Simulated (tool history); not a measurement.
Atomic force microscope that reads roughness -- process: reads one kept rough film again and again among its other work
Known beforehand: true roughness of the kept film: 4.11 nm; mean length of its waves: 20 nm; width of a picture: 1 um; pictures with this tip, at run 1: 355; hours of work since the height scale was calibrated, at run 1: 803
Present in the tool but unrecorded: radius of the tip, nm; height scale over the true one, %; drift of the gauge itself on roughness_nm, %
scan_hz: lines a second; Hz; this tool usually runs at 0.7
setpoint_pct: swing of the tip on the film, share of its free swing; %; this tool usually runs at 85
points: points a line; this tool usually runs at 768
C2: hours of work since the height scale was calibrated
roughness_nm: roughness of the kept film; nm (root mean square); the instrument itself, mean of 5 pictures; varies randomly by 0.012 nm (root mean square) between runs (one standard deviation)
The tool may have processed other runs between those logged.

{"run": 1, "day": 0.0, "scan_hz": 0.7, "setpoint_pct": 85, "points": 768, "pictures with this tip": 355, "C2": 803, "roughness_nm": 2.122}
{"day": 1.55, "done": "new tip fitted"}
{"run": 2, "day": 2.55, "scan_hz": 0.7, "setpoint_pct": 85, "points": 768, "pictures with this tip": 25, "C2": 843, "roughness_nm": 2.823}
{"run": 3, "day": 5.362, "scan_hz": 0.7, "setpoint_pct": 85, "points": 768, "pictures with this tip": 95, "C2": 889, "roughness_nm": 2.594}
{"run": 4, "day": 7.454, "scan_hz": 0.7, "setpoint_pct": 85, "points": 768, "pictures with this tip": 146, "C2": 923, "roughness_nm": 2.455}
{"run": 5, "day": 9.617, "scan_hz": 0.7, "setpoint_pct": 85, "points": 768, "pictures with this tip": 200, "C2": 958, "roughness_nm": 2.298}
{"run": 6, "day": 12.425, "scan_hz": 0.7, "setpoint_pct": 85, "points": 768, "pictures with this tip": 269, "C2": 1003, "roughness_nm": 2.141}
{"run": 7, "day": 14.554, "scan_hz": 0.7, "setpoint_pct": 85, "points": 768, "pictures with this tip": 322, "C2": 1037, "roughness_nm": 2.062}
{"run": 8, "day": 16.579, "scan_hz": 0.7, "setpoint_pct": 85, "points": 768, "pictures with this tip": 372, "C2": 1070, "roughness_nm": 1.971}
{"day": 17.3, "done": "new tip fitted"}
{"run": 9, "day": 19.05, "scan_hz": 0.7, "setpoint_pct": 85, "points": 768, "pictures with this tip": 43, "C2": 1110, "roughness_nm": 2.745}
{"run": 10, "day": 20.508, "scan_hz": 0.7, "setpoint_pct": 85, "points": 768, "pictures with this tip": 79, "C2": 1133, "roughness_nm": 2.613}
{"run": 11, "day": 22.062, "scan_hz": 0.7, "setpoint_pct": 85, "points": 768, "pictures with this tip": 118, "C2": 1158, "roughness_nm": 2.501}
{"run": 12, "day": 24.717, "scan_hz": 0.7, "setpoint_pct": 85, "points": 768, "pictures with this tip": 183, "C2": 1201, "roughness_nm": 2.344}
{"run": 13, "day": 26.929, "scan_hz": 0.7, "setpoint_pct": 85, "points": 294, "pictures with this tip": 238, "C2": 1237, "roughness_nm": 2.179}
{"run": 14, "day": 28.95, "scan_hz": 0.7, "setpoint_pct": 85, "points": 294, "pictures with this tip": 288, "C2": 1269, "roughness_nm": 2.088}
{"run": 15, "day": 31.442, "scan_hz": 0.7, "setpoint_pct": 85, "points": 294, "pictures with this tip": 350, "C2": 1310, "roughness_nm": 1.938}
{"run": 16, "day": 32.846, "scan_hz": 0.7, "setpoint_pct": 85, "points": 557, "pictures with this tip": 385, "C2": 1332, "roughness_nm": 1.935}
{"day": 33.138, "done": "new tip fitted"}
{"run": 17, "day": 35.292, "scan_hz": 0.7, "setpoint_pct": 85, "points": 768, "pictures with this tip": 54, "C2": 1371, "roughness_nm": 2.76}
{"run": 18, "day": 36.467, "scan_hz": 0.997, "setpoint_pct": 85, "points": 768, "pictures with this tip": 83, "C2": 1390, "roughness_nm": 2.605}
{"run": 19, "day": 38.629, "scan_hz": 0.997, "setpoint_pct": 85, "points": 768, "pictures with this tip": 136, "C2": 1425, "roughness_nm": 2.429}
{"run": 20, "day": 41.471, "scan_hz": 1.228, "setpoint_pct": 56, "points": 768, "pictures with this tip": 207, "C2": 1471, "roughness_nm": 2.506}
{"run": 21, "day": 43.2, "scan_hz": 1.637, "setpoint_pct": 78, "points": 386, "pictures with this tip": 250, "C2": 1499, "roughness_nm": 2.091}
{"run": 22, "day": 44.767, "scan_hz": 3.53, "setpoint_pct": 59, "points": 357, "pictures with this tip": 288, "C2": 1524, "roughness_nm": 2.109}
{"run": 23, "day": 46.104, "scan_hz": 3.53, "setpoint_pct": 59, "points": 357, "pictures with this tip": 321, "C2": 1546, "roughness_nm": 2.037}
{"day": 46.392, "done": "height scale calibrated on a step standard"}
{"run": 24, "day": 48.121, "scan_hz": 3.366, "setpoint_pct": 85, "points": 1010, "pictures with this tip": 370, "C2": 28, "roughness_nm": 1.523}
{"day": 48.996, "done": "new tip fitted"}
{"run": 25, "day": 50.588, "scan_hz": 3.366, "setpoint_pct": 85, "points": 1010, "pictures with this tip": 40, "C2": 67, "roughness_nm": 2.114}
{"run": 26, "day": 52.304, "scan_hz": 1.577, "setpoint_pct": 69, "points": 513, "pictures with this tip": 82, "C2": 95, "roughness_nm": 2.719}
{"run": 27, "day": 54.983, "scan_hz": 0.7, "setpoint_pct": 85, "points": 768, "pictures with this tip": 149, "C2": 138, "roughness_nm": 2.539}
{"run": 28, "day": 57.675, "scan_hz": 1.448, "setpoint_pct": 65, "points": 739, "pictures with this tip": 215, "C2": 182, "roughness_nm": 2.426}
{"run": 29, "day": 59.812, "scan_hz": 0.7, "setpoint_pct": 63, "points": 491, "pictures with this tip": 268, "C2": 216, "roughness_nm": 2.355}
{"run": 30, "day": 61.2, "scan_hz": 2.247, "setpoint_pct": 85, "points": 768, "pictures with this tip": 303, "C2": 239, "roughness_nm": 1.801}
{"day": 62.608, "done": "height scale calibrated on a step standard, once more"}
{"run": 31, "day": 63.608, "scan_hz": 2.247, "setpoint_pct": 85, "points": 768, "pictures with this tip": 361, "C2": 16, "roughness_nm": 1.67}
{"day": 64.908, "done": "new tip fitted"}
{"run": 32, "day": 65.421, "scan_hz": 2.247, "setpoint_pct": 85, "points": 768, "pictures with this tip": 13, "C2": 45, "roughness_nm": 2.36}
{"run": 33, "day": 68.021, "scan_hz": 2.021, "setpoint_pct": 56, "points": 313, "pictures with this tip": 77, "C2": 87, "roughness_nm": 2.661}
{"run": 34, "day": 69.733, "scan_hz": 3.526, "setpoint_pct": 85, "points": 768, "pictures with this tip": 119, "C2": 115, "roughness_nm": 1.846}
{"run": 35, "day": 71.546, "scan_hz": 0.703, "setpoint_pct": 56, "points": 279, "pictures with this tip": 164, "C2": 144, "roughness_nm": 2.5}
{"run": 36, "day": 73.938, "scan_hz": 0.703, "setpoint_pct": 62, "points": 322, "pictures with this tip": 224, "C2": 183, "roughness_nm": 2.337}
{"run": 37, "day": 76.55, "scan_hz": 1.299, "setpoint_pct": 85, "points": 746, "pictures with this tip": 288, "C2": 225, "roughness_nm": 1.956}
{"run": 38, "day": 77.875, "scan_hz": 1.299, "setpoint_pct": 85, "points": 746, "pictures with this tip": 321, "C2": 246, "roughness_nm": 1.898}

Predict each of these 5 candidate next runs independently; none follows another, all start after run 38:
{"run": "A", "day": 79.671, "scan_hz": 0.588, "setpoint_pct": 85, "points": 629, "pictures with this tip": 366, "C2": 275, "roughness_nm": "?"}
{"run": "B", "day": 79.671, "scan_hz": 1.836, "setpoint_pct": 67, "points": 537, "pictures with this tip": 366, "C2": 275, "roughness_nm": "?"}
{"run": "C", "day": 79.671, "scan_hz": 0.964, "setpoint_pct": 85, "points": 746, "pictures with this tip": 366, "C2": 275, "roughness_nm": "?"}
{"run": "D", "day": 79.671, "scan_hz": 0.566, "setpoint_pct": 83, "points": 482, "pictures with this tip": 366, "C2": 275, "roughness_nm": "?"}
{"run": "E", "day": 79.671, "scan_hz": 0.606, "setpoint_pct": 85, "points": 768, "pictures with this tip": 366, "C2": 275, "roughness_nm": "?"}

run=A roughness_nm=1.973
run=B roughness_nm=1.945
run=C roughness_nm=1.894
run=D roughness_nm=1.993
run=E roughness_nm=1.967
Had the tool no hidden state, the same runs would have come out as:
run=A roughness_nm=2.934
run=B roughness_nm=2.891
run=C roughness_nm=2.815
run=D roughness_nm=2.963
run=E roughness_nm=2.924

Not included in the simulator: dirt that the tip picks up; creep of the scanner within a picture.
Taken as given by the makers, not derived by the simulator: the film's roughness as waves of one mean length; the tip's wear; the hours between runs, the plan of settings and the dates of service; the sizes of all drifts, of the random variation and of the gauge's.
